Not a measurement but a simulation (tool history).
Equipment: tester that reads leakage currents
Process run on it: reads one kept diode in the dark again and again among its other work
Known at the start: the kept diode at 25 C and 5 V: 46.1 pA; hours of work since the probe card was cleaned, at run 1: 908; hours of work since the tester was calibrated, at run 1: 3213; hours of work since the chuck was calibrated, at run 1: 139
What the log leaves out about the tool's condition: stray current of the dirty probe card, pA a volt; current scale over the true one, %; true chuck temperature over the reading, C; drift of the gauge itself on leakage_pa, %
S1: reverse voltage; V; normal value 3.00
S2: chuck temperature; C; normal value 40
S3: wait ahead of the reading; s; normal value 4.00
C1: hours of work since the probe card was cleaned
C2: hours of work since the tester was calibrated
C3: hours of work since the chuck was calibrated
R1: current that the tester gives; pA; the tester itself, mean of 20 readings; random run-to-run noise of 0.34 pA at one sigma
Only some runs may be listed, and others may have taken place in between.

{"run": 1, "hour": 0.0, "S1": 3.0, "S2": 40, "S3": 4.0, "C1": 908, "C2": 3213, "C3": 139, "R1": 120.29}
{"run": 2, "hour": 175.6, "S1": 3.0, "S2": 40, "S3": 4.0, "C1": 1032, "C2": 3337, "C3": 263, "R1": 122.44}
{"hour": 346.4, "done": "tester calibrated"}
{"run": 3, "hour": 432.4, "S1": 3.0, "S2": 40, "S3": 4.0, "C1": 1211, "C2": 61, "C3": 443, "R1": 124.48}
{"run": 4, "hour": 638.2, "S1": 3.0, "S2": 40, "S3": 4.0, "C1": 1357, "C2": 206, "C3": 588, "R1": 127.05}
{"run": 5, "hour": 874.2, "S1": 3.0, "S2": 40, "S3": 4.0, "C1": 1523, "C2": 372, "C3": 755, "R1": 130.31}
{"run": 6, "hour": 1124.3, "S1": 3.0, "S2": 40, "S3": 4.0, "C1": 1700, "C2": 549, "C3": 931, "R1": 133.38}
{"run": 7, "hour": 1230.9, "S1": 3.0, "S2": 30, "S3": 4.0, "C1": 1775, "C2": 624, "C3": 1006, "R1": 65.1}
{"hour": 1461.1, "done": "chuck's temperature calibrated"}
{"run": 8, "hour": 1478.5, "S1": 3.0, "S2": 30, "S3": 4.0, "C1": 1948, "C2": 797, "C3": 12, "R1": 57.97}
{"run": 9, "hour": 1736.9, "S1": 3.0, "S2": 30, "S3": 4.0, "C1": 2130, "C2": 980, "C3": 195, "R1": 59.2}
{"run": 10, "hour": 1960.1, "S1": 3.0, "S2": 30, "S3": 4.0, "C1": 2288, "C2": 1137, "C3": 352, "R1": 61.59}
{"run": 11, "hour": 2098.8, "S1": 3.0, "S2": 30, "S3": 4.0, "C1": 2386, "C2": 1235, "C3": 450, "R1": 62.46}
{"run": 12, "hour": 2327.5, "S1": 3.0, "S2": 30, "S3": 4.0, "C1": 2547, "C2": 1397, "C3": 611, "R1": 64.2}
{"run": 13, "hour": 2532.1, "S1": 3.0, "S2": 40, "S3": 3.73, "C1": 2692, "C2": 1541, "C3": 756, "R1": 133.75}
{"run": 14, "hour": 2645.6, "S1": 3.0, "S2": 31, "S3": 0.59, "C1": 2772, "C2": 1621, "C3": 836, "R1": 72.24}
{"run": 15, "hour": 2854.9, "S1": 3.0, "S2": 31, "S3": 1.89, "C1": 2919, "C2": 1769, "C3": 984, "R1": 73.82}
{"run": 16, "hour": 3026.1, "S1": 4.27, "S2": 27, "S3": 0.54, "C1": 3040, "C2": 1889, "C3": 1104, "R1": 71.18}
{"hour": 3116.7, "done": "chuck's temperature calibrated"}
{"hour": 3133.8, "done": "probe card cleaned and baked"}
{"run": 17, "hour": 3248.9, "S1": 10.87, "S2": 24, "S3": 4.95, "C1": 81, "C2": 2043, "C3": 91, "R1": 67.62}
{"run": 18, "hour": 3499.2, "S1": 5.17, "S2": 24, "S3": 2.47, "C1": 258, "C2": 2220, "C3": 268, "R1": 46.93}
{"run": 19, "hour": 3690.5, "S1": 3.07, "S2": 22, "S3": 4.21, "C1": 393, "C2": 2355, "C3": 403, "R1": 30.73}
{"run": 20, "hour": 3810.7, "S1": 1.45, "S2": 22, "S3": 4.21, "C1": 478, "C2": 2440, "C3": 488, "R1": 20.46}
{"run": 21, "hour": 3978.3, "S1": 1.45, "S2": 22, "S3": 4.21, "C1": 596, "C2": 2558, "C3": 606, "R1": 21.13}
{"run": 22, "hour": 4152.8, "S1": 10.87, "S2": 21, "S3": 5.31, "C1": 719, "C2": 2681, "C3": 729, "R1": 63.91}
{"run": 23, "hour": 4281.2, "S1": 18.16, "S2": 28, "S3": 1.05, "C1": 810, "C2": 2772, "C3": 820, "R1": 151.56}
{"run": 24, "hour": 4432.4, "S1": 4.57, "S2": 40, "S3": 4.0, "C1": 916, "C2": 2878, "C3": 926, "R1": 167.25}
{"run": 25, "hour": 4576.7, "S1": 17.57, "S2": 37, "S3": 0.43, "C1": 1018, "C2": 2980, "C3": 1028, "R1": 296.88}

Below are 4 alternative next runs, each starting from the tool's condition after run 25. Predict each:
{"run": "A", "hour": 4703.8, "S1": 4.44, "S2": 37, "S3": 1.04, "C1": 1108, "C2": 3070, "C3": 1118, "R1": "?"}
{"run": "B", "hour": 4703.8, "S1": 3.0, "S2": 40, "S3": 0.44, "C1": 1108, "C2": 3070, "C3": 1118, "R1": "?"}
{"run": "C", "hour": 4703.8, "S1": 13.5, "S2": 23, "S3": 0.51, "C1": 1108, "C2": 3070, "C3": 1118, "R1": "?"}
{"run": "D", "hour": 4703.8, "S1": 10.57, "S2": 40, "S3": 0.42, "C1": 1108, "C2": 3070, "C3": 1118, "R1": "?"}

run=A R1=136.73
run=B R1=137.77
run=C R1=97.19
run=D R1=278.27
Without the tool's hidden state the same runs would have given:
run=A R1=112.76
run=B R1=115.22
run=C R1=70.90
run=D R1=229.17
